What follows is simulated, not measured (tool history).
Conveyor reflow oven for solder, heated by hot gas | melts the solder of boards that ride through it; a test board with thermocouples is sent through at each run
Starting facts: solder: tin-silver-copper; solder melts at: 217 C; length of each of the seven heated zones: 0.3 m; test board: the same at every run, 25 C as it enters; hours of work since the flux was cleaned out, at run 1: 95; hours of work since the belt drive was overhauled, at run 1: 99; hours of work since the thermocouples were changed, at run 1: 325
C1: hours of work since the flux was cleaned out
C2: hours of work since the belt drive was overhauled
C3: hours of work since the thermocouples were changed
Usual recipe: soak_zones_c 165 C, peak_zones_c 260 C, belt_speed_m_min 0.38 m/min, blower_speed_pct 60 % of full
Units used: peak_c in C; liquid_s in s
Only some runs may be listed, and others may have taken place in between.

Run 1, hour 0: usual settings; C1 95; C2 99; C3 325. Result: peak_c 243.9 C, liquid_s 59.2 s.
Run 2, hour 24.5: usual settings but belt_speed_m_min 0.402 m/min; C1 105; C2 110; C3 336. Result: peak_c 242.1 C, liquid_s 52.7 s.
Run 3, hour 37.2: usual settings but blower_speed_pct 64 % of full; C1 111; C2 116; C3 341. Result: peak_c 245 C, liquid_s 60.8 s.
Run 4, hour 64.8: usual settings but blower_speed_pct 64 % of full; C1 123; C2 128; C3 353. Result: peak_c 244.7 C, liquid_s 60.9 s.
Run 5, hour 89.2: usual settings but blower_speed_pct 64 % of full; C1 134; C2 139; C3 364. Result: peak_c 244.8 C, liquid_s 60.5 s.
Run 6, hour 109.9: usual settings but peak_zones_c 268 C, blower_speed_pct 64 % of full; C1 143; C2 148; C3 373. Result: peak_c 252.5 C, liquid_s 67.3 s.
Run 7, hour 133.2: usual settings but peak_zones_c 268 C, blower_speed_pct 64 % of full; C1 153; C2 158; C3 383. Result: peak_c 251.8 C, liquid_s 67.7 s.
Run 8, hour 157.7: usual settings but peak_zones_c 268 C, blower_speed_pct 64 % of full; C1 164; C2 169; C3 394. Result: peak_c 251.9 C, liquid_s 67.9 s.
Run 9, hour 176.8: usual settings but peak_zones_c 268 C, blower_speed_pct 64 % of full; C1 173; C2 177; C3 403. Result: peak_c 252 C, liquid_s 67.5 s.
Run 10, hour 201.2: usual settings but belt_speed_m_min 0.408 m/min; C1 183; C2 188; C3 413. Result: peak_c 241.5 C, liquid_s 51 s.
Run 11, hour 214.4: usual settings but blower_speed_pct 64 % of full; C1 189; C2 194; C3 419. Result: peak_c 245.4 C, liquid_s 60.5 s.
Run 12, hour 230.2: usual settings but blower_speed_pct 64 % of full; C1 196; C2 201; C3 426. Result: peak_c 245 C, liquid_s 60.7 s.
Run 13, hour 253.5: usual settings but blower_speed_pct 64 % of full; C1 206; C2 211; C3 436. Result: peak_c 244.7 C, liquid_s 60.5 s.
Run 14, hour 267: usual settings but soak_zones_c 151 C, peak_zones_c 267 C, belt_speed_m_min 0.371 m/min, blower_speed_pct 76 % of full; C1 212; C2 217; C3 442. Result: peak_c 253.3 C, liquid_s 66.6 s.
Run 15, hour 294.2: usual settings but soak_zones_c 158 C, belt_speed_m_min 0.316 m/min, blower_speed_pct 56 % of full; C1 224; C2 229; C3 454. Result: peak_c 246.9 C, liquid_s 74.1 s.
At hour 304.3: flux residue cleaned out of gas plates and filters.
Run 16, hour 325.1: usual settings but soak_zones_c 158 C, belt_speed_m_min 0.316 m/min, blower_speed_pct 56 % of full; C1 9; C2 240; C3 466. Result: peak_c 247.1 C, liquid_s 74.4 s.
Run 17, hour 350: usual settings but soak_zones_c 150 C, peak_zones_c 253 C, belt_speed_m_min 0.316 m/min, blower_speed_pct 56 % of full; C1 20; C2 251; C3 477. Result: peak_c 239.7 C, liquid_s 61 s.
Run 18, hour 371.4: usual settings but belt_speed_m_min 0.397 m/min; C1 30; C2 261; C3 486. Result: peak_c 242.6 C, liquid_s 53.9 s.
Run 19, hour 389.1: usual settings but soak_zones_c 160 C, belt_speed_m_min 0.397 m/min, blower_speed_pct 82 % of full; C1 37; C2 269; C3 494. Result: peak_c 247.5 C, liquid_s 60.2 s.
Run 20, hour 414.2: usual settings but soak_zones_c 160 C, belt_speed_m_min 0.397 m/min, blower_speed_pct 65 % of full; C1 48; C2 280; C3 505. Result: peak_c 243.1 C, liquid_s 54 s.
Run 21, hour 435.5: usual settings but peak_zones_c 269 C; C1 58; C2 289; C3 515. Result: peak_c 251.4 C, liquid_s 66.4 s.
Run 22, hour 447.4: usual settings but peak_zones_c 268 C, belt_speed_m_min 0.365 m/min, blower_speed_pct 88 % of full; C1 63; C2 294; C3 520. Result: peak_c 258.4 C, liquid_s 78 s.
Run 23, hour 470.4: usual settings but peak_zones_c 268 C, belt_speed_m_min 0.365 m/min, blower_speed_pct 88 % of full; C1 73; C2 304; C3 530. Result: peak_c 258.3 C, liquid_s 77.6 s.
Run 24, hour 493: usual settings but peak_zones_c 267 C, belt_speed_m_min 0.365 m/min, blower_speed_pct 80 % of full; C1 83; C2 314; C3 540. Result: peak_c 256.3 C, liquid_s 75.7 s.
Run 25, hour 514.8: usual settings but soak_zones_c 172 C; C1 93; C2 324; C3 550. Result: peak_c 245.1 C, liquid_s 63.2 s.

How the hidden state differs across the entries between the runs, from the last listed run before each to the first after it:
From run 15 to run 16: flux residue cleaned out of gas plates and filters (hour 304.3)
  heat that the gas passes to the board, % of a clean oven's: 99.9 -> 100

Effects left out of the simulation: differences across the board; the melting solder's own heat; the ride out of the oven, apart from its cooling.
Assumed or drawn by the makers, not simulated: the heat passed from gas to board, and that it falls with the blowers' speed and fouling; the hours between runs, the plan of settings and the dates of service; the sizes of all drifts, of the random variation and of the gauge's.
